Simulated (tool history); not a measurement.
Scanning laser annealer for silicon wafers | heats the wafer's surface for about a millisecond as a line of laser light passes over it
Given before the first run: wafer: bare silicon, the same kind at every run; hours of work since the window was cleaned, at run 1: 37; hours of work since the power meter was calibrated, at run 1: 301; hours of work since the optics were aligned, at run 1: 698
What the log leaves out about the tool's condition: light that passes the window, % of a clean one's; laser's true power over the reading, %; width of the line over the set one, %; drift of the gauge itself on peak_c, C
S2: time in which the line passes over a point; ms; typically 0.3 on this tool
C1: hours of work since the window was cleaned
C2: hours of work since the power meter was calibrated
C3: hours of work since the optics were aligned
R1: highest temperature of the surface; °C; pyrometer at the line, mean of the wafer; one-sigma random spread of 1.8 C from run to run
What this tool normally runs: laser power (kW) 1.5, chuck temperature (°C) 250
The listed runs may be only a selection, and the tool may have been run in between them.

{"run": 1, "hour": 0.0, "laser power (kW)": 1.5, "S2": 0.3, "chuck temperature (°C)": 250, "C1": 37, "C2": 301, "C3": 698, "R1": 992}
{"run": 2, "hour": 13.3, "laser power (kW)": 1.5, "S2": 0.3, "chuck temperature (°C)": 250, "C1": 44, "C2": 308, "C3": 706, "R1": 990}
{"run": 3, "hour": 21.5, "laser power (kW)": 1.5, "S2": 0.3, "chuck temperature (°C)": 250, "C1": 49, "C2": 313, "C3": 711, "R1": 991}
{"run": 4, "hour": 32.7, "laser power (kW)": 1.5, "S2": 0.3, "chuck temperature (°C)": 271, "C1": 56, "C2": 320, "C3": 717, "R1": 1010}
{"run": 5, "hour": 42.2, "laser power (kW)": 1.5, "S2": 0.3, "chuck temperature (°C)": 250, "C1": 61, "C2": 325, "C3": 723, "R1": 988}
{"run": 6, "hour": 48.5, "laser power (kW)": 1.5, "S2": 0.3, "chuck temperature (°C)": 250, "C1": 65, "C2": 329, "C3": 727, "R1": 989}
{"run": 7, "hour": 61.2, "laser power (kW)": 1.5, "S2": 0.3, "chuck temperature (°C)": 250, "C1": 72, "C2": 336, "C3": 734, "R1": 988}
{"run": 8, "hour": 71.8, "laser power (kW)": 1.5, "S2": 0.3, "chuck temperature (°C)": 250, "C1": 78, "C2": 342, "C3": 740, "R1": 990}
{"run": 9, "hour": 84.4, "laser power (kW)": 1.5, "S2": 0.3, "chuck temperature (°C)": 250, "C1": 86, "C2": 350, "C3": 748, "R1": 989}
{"run": 10, "hour": 97.3, "laser power (kW)": 1.5, "S2": 0.3, "chuck temperature (°C)": 250, "C1": 93, "C2": 357, "C3": 755, "R1": 987}
{"run": 11, "hour": 105.3, "laser power (kW)": 1.5, "S2": 0.3, "chuck temperature (°C)": 250, "C1": 98, "C2": 362, "C3": 760, "R1": 988}
{"run": 12, "hour": 115.8, "laser power (kW)": 1.5, "S2": 0.3, "chuck temperature (°C)": 250, "C1": 104, "C2": 368, "C3": 766, "R1": 987}
{"run": 13, "hour": 126.4, "laser power (kW)": 1.5, "S2": 0.3, "chuck temperature (°C)": 221, "C1": 110, "C2": 374, "C3": 772, "R1": 957}
{"hour": 132.1, "done": "optics aligned, line set to its width"}
{"run": 14, "hour": 140.8, "laser power (kW)": 1.576, "S2": 0.228, "chuck temperature (°C)": 252, "C1": 115, "C2": 379, "C3": 5, "R1": 928}
{"run": 15, "hour": 149.5, "laser power (kW)": 1.576, "S2": 0.228, "chuck temperature (°C)": 252, "C1": 120, "C2": 385, "C3": 10, "R1": 928}
{"run": 16, "hour": 157.6, "laser power (kW)": 1.5, "S2": 0.334, "chuck temperature (°C)": 218, "C1": 125, "C2": 389, "C3": 15, "R1": 989}
{"run": 17, "hour": 165.7, "laser power (kW)": 1.341, "S2": 0.334, "chuck temperature (°C)": 272, "C1": 130, "C2": 394, "C3": 20, "R1": 968}
{"run": 18, "hour": 173.0, "laser power (kW)": 1.5, "S2": 0.219, "chuck temperature (°C)": 250, "C1": 134, "C2": 398, "C3": 24, "R1": 881}
{"hour": 185.1, "done": "optics aligned, line set to its width, once more"}
{"run": 19, "hour": 188.7, "laser power (kW)": 1.616, "S2": 0.3, "chuck temperature (°C)": 215, "C1": 140, "C2": 404, "C3": 2, "R1": 1008}
{"run": 20, "hour": 201.9, "laser power (kW)": 1.616, "S2": 0.3, "chuck temperature (°C)": 215, "C1": 148, "C2": 412, "C3": 10, "R1": 1005}
{"run": 21, "hour": 215.0, "laser power (kW)": 1.349, "S2": 0.3, "chuck temperature (°C)": 274, "C1": 156, "C2": 420, "C3": 17, "R1": 941}
{"run": 22, "hour": 221.3, "laser power (kW)": 1.349, "S2": 0.3, "chuck temperature (°C)": 274, "C1": 159, "C2": 423, "C3": 21, "R1": 942}
{"run": 23, "hour": 227.3, "laser power (kW)": 1.376, "S2": 0.3, "chuck temperature (°C)": 234, "C1": 163, "C2": 427, "C3": 25, "R1": 912}
{"run": 24, "hour": 236.2, "laser power (kW)": 1.299, "S2": 0.3, "chuck temperature (°C)": 231, "C1": 168, "C2": 432, "C3": 30, "R1": 877}
{"run": 25, "hour": 242.5, "laser power (kW)": 1.299, "S2": 0.3, "chuck temperature (°C)": 231, "C1": 172, "C2": 436, "C3": 33, "R1": 875}
{"run": 26, "hour": 250.7, "laser power (kW)": 1.584, "S2": 0.3, "chuck temperature (°C)": 225, "C1": 176, "C2": 440, "C3": 38, "R1": 999}

Describe how what the log doesn't record of the tool's condition differs between the last listed run preceding each entry between runs and the first listed run following it.
After run 13, before run 14: optics aligned, line set to its width (hour 132.1)
  light that passes the window, % of a clean one's: 98.91 -> 98.87; width of the line over the set one, %: 1.21 -> 1.49
  difference, measured minus the result without the unlogged condition, R1: -13 -> -13 °C
After run 18, before run 19: optics aligned, line set to its width, once more (hour 185.1)
  light that passes the window, % of a clean one's: 98.7 -> 98.65; laser's true power over the reading, %: -0.14 -> -0.15; width of the line over the set one, %: 1.51 -> 0.06
  difference, measured minus the result without the unlogged condition, R1: -13 -> -11 °C
